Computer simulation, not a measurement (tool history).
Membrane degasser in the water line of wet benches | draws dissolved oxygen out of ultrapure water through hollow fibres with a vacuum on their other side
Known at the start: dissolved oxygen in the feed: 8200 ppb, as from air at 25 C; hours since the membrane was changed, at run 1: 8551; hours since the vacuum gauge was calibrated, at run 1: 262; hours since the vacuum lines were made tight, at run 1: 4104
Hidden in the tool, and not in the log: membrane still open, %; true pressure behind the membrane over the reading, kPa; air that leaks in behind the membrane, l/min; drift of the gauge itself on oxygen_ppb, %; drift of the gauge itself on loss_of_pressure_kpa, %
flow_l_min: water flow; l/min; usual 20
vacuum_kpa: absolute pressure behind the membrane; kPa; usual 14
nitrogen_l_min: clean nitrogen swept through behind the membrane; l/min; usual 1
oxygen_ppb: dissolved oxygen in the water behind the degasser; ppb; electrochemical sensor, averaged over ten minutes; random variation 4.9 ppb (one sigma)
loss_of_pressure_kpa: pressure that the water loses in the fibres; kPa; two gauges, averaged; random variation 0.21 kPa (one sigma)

| run | hour | flow_l_min | vacuum_kpa | nitrogen_l_min | hours since the membrane was changed | hours since the vacuum gauge was calibrated | hours since the vacuum lines were made tight | oxygen_ppb | loss_of_pressure_kpa |
|---|---|---|---|---|---|---|---|---|---|
| 1 | 0 | 20 | 14 | 1 | 8551 | 262 | 4104 | 558.9 | 55.46 |
|  | 273 | seals of the vacuum lines changed |
| 2 | 274.2 | 20 | 14 | 1 | 8823 | 534 | 1 | 561.4 | 56.58 |
| 3 | 512.6 | 24 | 14 | 1 | 9061 | 772 | 240 | 696.8 | 67.52 |
|  | 655.4 | membrane cartridge changed |
| 4 | 755.1 | 14 | 14 | 1 | 100 | 1011 | 478 | 360.3 | 35.09 |
| 5 | 1074 | 14 | 14 | 1 | 419 | 1330 | 797 | 367.9 | 35.37 |
| 6 | 1243.7 | 20 | 14 | 1 | 588 | 1499 | 967 | 524.1 | 50.19 |
| 7 | 1462 | 27 | 14 | 1 | 807 | 1718 | 1185 | 724.2 | 68.3 |
| 8 | 1774.8 | 20 | 25.3 | 1 | 1119 | 2031 | 1498 | 953.2 | 50.34 |
| 9 | 2030.9 | 20 | 25.3 | 1 | 1376 | 2287 | 1754 | 955.5 | 50.95 |
| 10 | 2227.4 | 24 | 29.4 | 1.17 | 1572 | 2483 | 1950 | 1143.2 | 61.09 |
| 11 | 2397.9 | 24 | 29.4 | 1.17 | 1742 | 2654 | 2121 | 1151.3 | 60.92 |
| 12 | 2566.2 | 20 | 14 | 0.59 | 1911 | 2822 | 2289 | 789.3 | 51.18 |
|  | 2584.5 | vacuum gauge calibrated |
| 13 | 2884.4 | 12 | 14 | 0.84 | 2228 | 300 | 2607 | 372.1 | 30.63 |
| 14 | 3021.6 | 21 | 11.5 | 1 | 2366 | 437 | 2744 | 479.8 | 53.99 |
| 15 | 3211 | 24 | 11.5 | 1 | 2555 | 626 | 2933 | 549.9 | 61.1 |
| 16 | 3542.3 | 24 | 19.3 | 1.3 | 2886 | 958 | 3265 | 757 | 62.18 |
|  | 3716.5 | vacuum gauge calibrated, once more |
| 17 | 3749.1 | 24 | 19.3 | 1.3 | 3093 | 33 | 3471 | 737.6 | 61.91 |
| 18 | 4057 | 17 | 14 | 2.76 | 3401 | 340 | 3779 | 210.7 | 44.1 |

Forecast each of these 5 alternatives for the next run:
| A | 4344.3 | 20 | 14.3 | 2.83 | 3688 | 628 | 4066 | ? | ? |
| B | 4344.3 | 20 | 10.3 | 1 | 3688 | 628 | 4066 | ? | ? |
| C | 4344.3 | 30 | 32.2 | 1 | 3688 | 628 | 4066 | ? | ? |
| D | 4344.3 | 13 | 14 | 1 | 3688 | 628 | 4066 | ? | ? |
| E | 4344.3 | 20 | 19.7 | 1 | 3688 | 628 | 4066 | ? | ? |

| run | oxygen_ppb | loss_of_pressure_kpa |
|---|---|---|
| A | 267.5 | 52.27 |
| B | 391.4 | 52.47 |
| C | 1671.3 | 78.37 |
| D | 344.3 | 33.76 |
| E | 763.5 | 52.22 |
Without the tool's hidden state the same runs would have given:
| run | oxygen_ppb | loss_of_pressure_kpa |
|---|---|---|
| A | 248.2 | 49.89 |
| B | 369.5 | 50.07 |
| C | 1638.8 | 74.82 |
| D | 331.5 | 32.22 |
| E | 740.7 | 49.83 |
